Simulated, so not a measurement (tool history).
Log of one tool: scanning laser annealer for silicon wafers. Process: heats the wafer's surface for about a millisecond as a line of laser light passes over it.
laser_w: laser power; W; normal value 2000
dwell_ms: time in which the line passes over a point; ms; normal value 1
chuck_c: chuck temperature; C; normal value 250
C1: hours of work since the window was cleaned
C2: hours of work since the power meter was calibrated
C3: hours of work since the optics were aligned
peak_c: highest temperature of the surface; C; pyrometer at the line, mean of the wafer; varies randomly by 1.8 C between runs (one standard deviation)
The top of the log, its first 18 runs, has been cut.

Run 19, day 6.508: usual settings; C1 33; C2 511; C3 692. Result: peak_c 1024 C.
Run 20, day 6.925: usual settings; C1 41; C2 518; C3 700. Result: peak_c 1020 C.
Run 21, day 7.367: usual settings but laser_w 1914 W, dwell_ms 1.02 ms, chuck_c 279 C; C1 49; C2 527; C3 708. Result: peak_c 1022 C.
Run 22, day 7.817: usual settings but laser_w 1954 W, chuck_c 272 C; C1 57; C2 535; C3 717. Result: peak_c 1028 C.
Run 23, day 8.262: usual settings but laser_w 1846 W, chuck_c 212 C; C1 65; C2 543; C3 725. Result: peak_c 915 C.
Run 24, day 8.696: usual settings but laser_w 2186 W, dwell_ms 1.04 ms, chuck_c 273 C; C1 74; C2 551; C3 733. Result: peak_c 1152 C.
Run 25, day 9.096: usual settings but laser_w 2186 W, dwell_ms 1.04 ms, chuck_c 273 C; C1 81; C2 559; C3 740. Result: peak_c 1153 C.
Run 26, day 9.554: usual settings but laser_w 2186 W, dwell_ms 1.04 ms, chuck_c 273 C; C1 90; C2 567; C3 749. Result: peak_c 1151 C.
Run 27, day 9.796: usual settings but laser_w 1887 W, chuck_c 241 C; C1 94; C2 572; C3 754. Result: peak_c 964 C.
Run 28, day 10.312: usual settings but laser_w 2100 W, dwell_ms 0.88 ms; C1 104; C2 582; C3 763. Result: peak_c 1020 C.
Run 29, day 10.542: usual settings but chuck_c 286 C; C1 108; C2 586; C3 767. Result: peak_c 1060 C.
Run 30, day 11.033: usual settings but dwell_ms 1.15 ms; C1 117; C2 595; C3 777. Result: peak_c 1078 C.
Run 31, day 11.542: usual settings but laser_w 2023 W, dwell_ms 1.15 ms, chuck_c 258 C; C1 127; C2 604; C3 786. Result: peak_c 1097 C.
Run 32, day 11.825: usual settings but laser_w 1939 W, dwell_ms 0.89 ms, chuck_c 269 C; C1 132; C2 610; C3 791. Result: peak_c 974 C.
Run 33, day 12.142: usual settings but laser_w 1939 W, dwell_ms 0.89 ms, chuck_c 269 C; C1 138; C2 616; C3 797. Result: peak_c 971 C.
Run 34, day 12.529: usual settings but laser_w 2037 W, dwell_ms 0.78 ms, chuck_c 258 C; C1 145; C2 623; C3 804. Result: peak_c 958 C.
Run 35, day 12.758: usual settings but laser_w 2037 W, dwell_ms 0.78 ms, chuck_c 247 C; C1 149; C2 627; C3 809. Result: peak_c 948 C.
Run 36, day 13.088: usual settings but laser_w 1746 W, dwell_ms 1.12 ms, chuck_c 284 C; C1 155; C2 633; C3 815. Result: peak_c 982 C.
Run 37, day 13.562: usual settings but laser_w 2029 W, dwell_ms 1.23 ms, chuck_c 287 C; C1 164; C2 642; C3 824. Result: peak_c 1160 C.
Run 38, day 14.038: usual settings but laser_w 2029 W, dwell_ms 1.23 ms, chuck_c 287 C; C1 173; C2 651; C3 833. Result: peak_c 1159 C.
Run 39, day 14.475: usual settings but laser_w 1978 W, dwell_ms 1.23 ms, chuck_c 245 C; C1 181; C2 659; C3 841. Result: peak_c 1092 C.
Run 40, day 14.783: usual settings but laser_w 1911 W, dwell_ms 0.75 ms, chuck_c 285 C; C1 187; C2 665; C3 847. Result: peak_c 919 C.

Branching from run 40: 3 alternative next runs. What would each branch give?
Run A, day 15.125: usual settings but laser_w 1769 W, dwell_ms 0.7 ms, chuck_c 215 C; C1 193; C2 671; C3 853. Result: peak_c ?.
Run B, day 15.125: usual settings but laser_w 1771 W, dwell_ms 0.8 ms; C1 193; C2 671; C3 853. Result: peak_c ?.
Run C, day 15.125: usual settings but laser_w 2089 W, dwell_ms 0.75 ms, chuck_c 285 C; C1 193; C2 671; C3 853. Result: peak_c ?.

run  peak_c
  A     774
  B     845
  C     989
Stripped of hidden state, with their random variation kept, the same runs would have yielded:
run  peak_c
  A     775
  B     846
  C     990
